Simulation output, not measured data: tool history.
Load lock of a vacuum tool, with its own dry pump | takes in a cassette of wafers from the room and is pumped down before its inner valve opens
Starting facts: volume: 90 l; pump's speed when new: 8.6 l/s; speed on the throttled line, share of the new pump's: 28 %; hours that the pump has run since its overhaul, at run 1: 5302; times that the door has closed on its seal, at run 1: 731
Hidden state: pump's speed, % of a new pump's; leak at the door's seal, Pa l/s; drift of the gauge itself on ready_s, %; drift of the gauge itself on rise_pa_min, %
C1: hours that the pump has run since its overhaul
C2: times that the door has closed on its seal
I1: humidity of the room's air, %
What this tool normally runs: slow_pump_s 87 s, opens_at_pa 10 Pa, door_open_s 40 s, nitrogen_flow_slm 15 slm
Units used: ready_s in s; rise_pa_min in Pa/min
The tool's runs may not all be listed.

run 1 hour=0 | slow_pump_s=87 opens_at_pa=10 door_open_s=40 nitrogen_flow_slm=15 | C1=5302 C2=731 | I1=46.2 | ready_s=166.6 rise_pa_min=0.029
run 2 hour=112.5 | slow_pump_s=87 opens_at_pa=10 door_open_s=148 nitrogen_flow_slm=15 | C1=5414 C2=859 | I1=45.8 | ready_s=166.6 rise_pa_min=0.037
run 3 hour=194.4 | slow_pump_s=87 opens_at_pa=10 door_open_s=148 nitrogen_flow_slm=15 | C1=5496 C2=952 | I1=43 | ready_s=167.2 rise_pa_min=0.037
run 4 hour=301.3 | slow_pump_s=87 opens_at_pa=10 door_open_s=40 nitrogen_flow_slm=15 | C1=5603 C2=1074 | I1=48.6 | ready_s=165.4 rise_pa_min=0.03
run 5 hour=406.8 | slow_pump_s=87 opens_at_pa=14 door_open_s=40 nitrogen_flow_slm=15 | C1=5708 C2=1195 | I1=42.2 | ready_s=161 rise_pa_min=0.029
run 6 hour=530.8 | slow_pump_s=87 opens_at_pa=10 door_open_s=40 nitrogen_flow_slm=15 | C1=5832 C2=1336 | I1=46.5 | ready_s=167.2 rise_pa_min=0.028
run 7 hour=593.1 | slow_pump_s=87 opens_at_pa=10 door_open_s=205 nitrogen_flow_slm=15 | C1=5895 C2=1407 | I1=45 | ready_s=166.8 rise_pa_min=0.047
run 8 hour=655.4 | slow_pump_s=87 opens_at_pa=10 door_open_s=205 nitrogen_flow_slm=15 | C1=5957 C2=1478 | I1=45.9 | ready_s=166.8 rise_pa_min=0.047
run 9 hour=729.7 | slow_pump_s=87 opens_at_pa=10 door_open_s=205 nitrogen_flow_slm=15 | C1=6031 C2=1563 | I1=43.9 | ready_s=168.9 rise_pa_min=0.05
run 10 hour=809.5 | slow_pump_s=87 opens_at_pa=10 door_open_s=205 nitrogen_flow_slm=15 | C1=6111 C2=1654 | I1=44.8 | ready_s=167 rise_pa_min=0.05
run 11 hour=869.6 | slow_pump_s=87 opens_at_pa=10 door_open_s=205 nitrogen_flow_slm=15 | C1=6171 C2=1722 | I1=39.8 | ready_s=169 rise_pa_min=0.044
run 12 hour=938.7 | slow_pump_s=87 opens_at_pa=10 door_open_s=205 nitrogen_flow_slm=15 | C1=6240 C2=1801 | I1=43.8 | ready_s=169.6 rise_pa_min=0.05
run 13 hour=1007.6 | slow_pump_s=87 opens_at_pa=10 door_open_s=205 nitrogen_flow_slm=15 | C1=6309 C2=1880 | I1=45.8 | ready_s=169.1 rise_pa_min=0.053
run 14 hour=1093.8 | slow_pump_s=87 opens_at_pa=10 door_open_s=205 nitrogen_flow_slm=15 | C1=6395 C2=1978 | I1=47.5 | ready_s=167.4 rise_pa_min=0.054
run 15 hour=1152.6 | slow_pump_s=87 opens_at_pa=18 door_open_s=40 nitrogen_flow_slm=15 | C1=6454 C2=2045 | I1=44.8 | ready_s=160.6 rise_pa_min=0.039
run 16 hour=1241.1 | slow_pump_s=87 opens_at_pa=18 door_open_s=40 nitrogen_flow_slm=15 | C1=6543 C2=2146 | I1=46.4 | ready_s=161.1 rise_pa_min=0.042
run 17 hour=1304.3 | slow_pump_s=87 opens_at_pa=10 door_open_s=121 nitrogen_flow_slm=15 | C1=6606 C2=2218 | I1=41.9 | ready_s=166.4 rise_pa_min=0.05
run 18 hour=1361.7 | slow_pump_s=87 opens_at_pa=10 door_open_s=40 nitrogen_flow_slm=15 | C1=6663 C2=2284 | I1=43.9 | ready_s=169.3 rise_pa_min=0.042
run 19 hour=1471.5 | slow_pump_s=87 opens_at_pa=10 door_open_s=40 nitrogen_flow_slm=15 | C1=6773 C2=2409 | I1=45.2 | ready_s=170.9 rise_pa_min=0.041
run 20 hour=1610.1 | slow_pump_s=87 opens_at_pa=7 door_open_s=40 nitrogen_flow_slm=18 | C1=6912 C2=2567 | I1=41.6 | ready_s=173.2 rise_pa_min=0.039
run 21 hour=1685.3 | slow_pump_s=78 opens_at_pa=11 door_open_s=40 nitrogen_flow_slm=15 | C1=6987 C2=2653 | I1=44.9 | ready_s=161.2 rise_pa_min=0.049
run 22 hour=1818.6 | slow_pump_s=78 opens_at_pa=11 door_open_s=40 nitrogen_flow_slm=15 | C1=7120 C2=2805 | I1=45.8 | ready_s=161.3 rise_pa_min=0.047
run 23 hour=1880.8 | slow_pump_s=87 opens_at_pa=11 door_open_s=92 nitrogen_flow_slm=20 | C1=7182 C2=2876 | I1=49.3 | ready_s=167 rise_pa_min=0.053
run 24 hour=1969.8 | slow_pump_s=98 opens_at_pa=12 door_open_s=40 nitrogen_flow_slm=7 | C1=7271 C2=2977 | I1=43.3 | ready_s=174.6 rise_pa_min=0.057
run 25 hour=2058.3 | slow_pump_s=98 opens_at_pa=12 door_open_s=40 nitrogen_flow_slm=7 | C1=7360 C2=3078 | I1=47.5 | ready_s=174.6 rise_pa_min=0.062
run 26 hour=2159.2 | slow_pump_s=98 opens_at_pa=12 door_open_s=40 nitrogen_flow_slm=7 | C1=7461 C2=3193 | I1=43 | ready_s=176 rise_pa_min=0.063
run 27 hour=2246.1 | slow_pump_s=66 opens_at_pa=10 door_open_s=40 nitrogen_flow_slm=15 | C1=7548 C2=3292 | I1=44.5 | ready_s=154.7 rise_pa_min=0.052
run 28 hour=2361.8 | slow_pump_s=66 opens_at_pa=10 door_open_s=40 nitrogen_flow_slm=15 | C1=7663 C2=3424 | I1=46.4 | ready_s=155.1 rise_pa_min=0.058
run 29 hour=2496.6 | slow_pump_s=174 opens_at_pa=10 door_open_s=40 nitrogen_flow_slm=15 | C1=7798 C2=3578 | I1=42.5 | ready_s=228.4 rise_pa_min=0.058
run 30 hour=2600 | slow_pump_s=119 opens_at_pa=7 door_open_s=173 nitrogen_flow_slm=30 | C1=7902 C2=3696 | I1=42.7 | ready_s=196.4 rise_pa_min=0.058
run 31 hour=2708 | slow_pump_s=119 opens_at_pa=7 door_open_s=173 nitrogen_flow_slm=30 | C1=8010 C2=3819 | I1=47.3 | ready_s=198.1 rise_pa_min=0.062
run 32 hour=2808 | slow_pump_s=119 opens_at_pa=7 door_open_s=173 nitrogen_flow_slm=10 | C1=8110 C2=3933 | I1=41.3 | ready_s=197 rise_pa_min=0.079
run 33 hour=2888.7 | slow_pump_s=125 opens_at_pa=10 door_open_s=30 nitrogen_flow_slm=15 | C1=8190 C2=4025 | I1=44.3 | ready_s=194.8 rise_pa_min=0.065
run 34 hour=2947.2 | slow_pump_s=144 opens_at_pa=9 door_open_s=205 nitrogen_flow_slm=13 | C1=8249 C2=4092 | I1=44.3 | ready_s=212.8 rise_pa_min=0.078
run 35 hour=3019.5 | slow_pump_s=144 opens_at_pa=9 door_open_s=205 nitrogen_flow_slm=13 | C1=8321 C2=4174 | I1=44 | ready_s=211.7 rise_pa_min=0.087
run 36 hour=3084.2 | slow_pump_s=144 opens_at_pa=9 door_open_s=205 nitrogen_flow_slm=13 | C1=8386 C2=4248 | I1=43.5 | ready_s=210.4 rise_pa_min=0.084
run 37 hour=3200.4 | slow_pump_s=144 opens_at_pa=9 door_open_s=205 nitrogen_flow_slm=13 | C1=8502 C2=4381 | I1=42.7 | ready_s=210.2 rise_pa_min=0.081

Measured minus without-hidden-state, run by run (identical run-to-run variation in each term; gauge scatter may differ):
run=1 ready_s=+6.6 rise_pa_min=+0.005
run=2 ready_s=+6.8 rise_pa_min=+0.006
run=3 ready_s=+7 rise_pa_min=+0.007
run=4 ready_s=+7 rise_pa_min=+0.008
run=5 ready_s=+6.8 rise_pa_min=+0.009
run=6 ready_s=+7.4 rise_pa_min=+0.011
run=7 ready_s=+7.5 rise_pa_min=+0.012
run=8 ready_s=+7.5 rise_pa_min=+0.012
run=9 ready_s=+7.7 rise_pa_min=+0.013
run=10 ready_s=+7.8 rise_pa_min=+0.014
run=11 ready_s=+7.9 rise_pa_min=+0.015
run=12 ready_s=+8 rise_pa_min=+0.016
run=13 ready_s=+8.1 rise_pa_min=+0.016
run=14 ready_s=+8.1 rise_pa_min=+0.018
run=15 ready_s=+7.3 rise_pa_min=+0.018
run=16 ready_s=+7.4 rise_pa_min=+0.02
run=17 ready_s=+8.4 rise_pa_min=+0.02
run=18 ready_s=+8.6 rise_pa_min=+0.021
run=19 ready_s=+8.8 rise_pa_min=+0.023
run=20 ready_s=+9.2 rise_pa_min=+0.023
run=21 ready_s=+9.1 rise_pa_min=+0.026
run=22 ready_s=+9.4 rise_pa_min=+0.027
run=23 ready_s=+9.1 rise_pa_min=+0.029
run=24 ready_s=+8.6 rise_pa_min=+0.03
run=25 ready_s=+8.7 rise_pa_min=+0.031
run=26 ready_s=+8.9 rise_pa_min=+0.032
run=27 ready_s=+10.6 rise_pa_min=+0.033
run=28 ready_s=+10.8 rise_pa_min=+0.036
run=29 ready_s=+6.8 rise_pa_min=+0.039
run=30 ready_s=+9.5 rise_pa_min=+0.039
run=31 ready_s=+9.7 rise_pa_min=+0.041
run=32 ready_s=+10 rise_pa_min=+0.044
run=33 ready_s=+9.2 rise_pa_min=+0.045
run=34 ready_s=+8.9 rise_pa_min=+0.045
run=35 ready_s=+8.8 rise_pa_min=+0.047
run=36 ready_s=+8.9 rise_pa_min=+0.046
run=37 ready_s=+9 rise_pa_min=+0.049

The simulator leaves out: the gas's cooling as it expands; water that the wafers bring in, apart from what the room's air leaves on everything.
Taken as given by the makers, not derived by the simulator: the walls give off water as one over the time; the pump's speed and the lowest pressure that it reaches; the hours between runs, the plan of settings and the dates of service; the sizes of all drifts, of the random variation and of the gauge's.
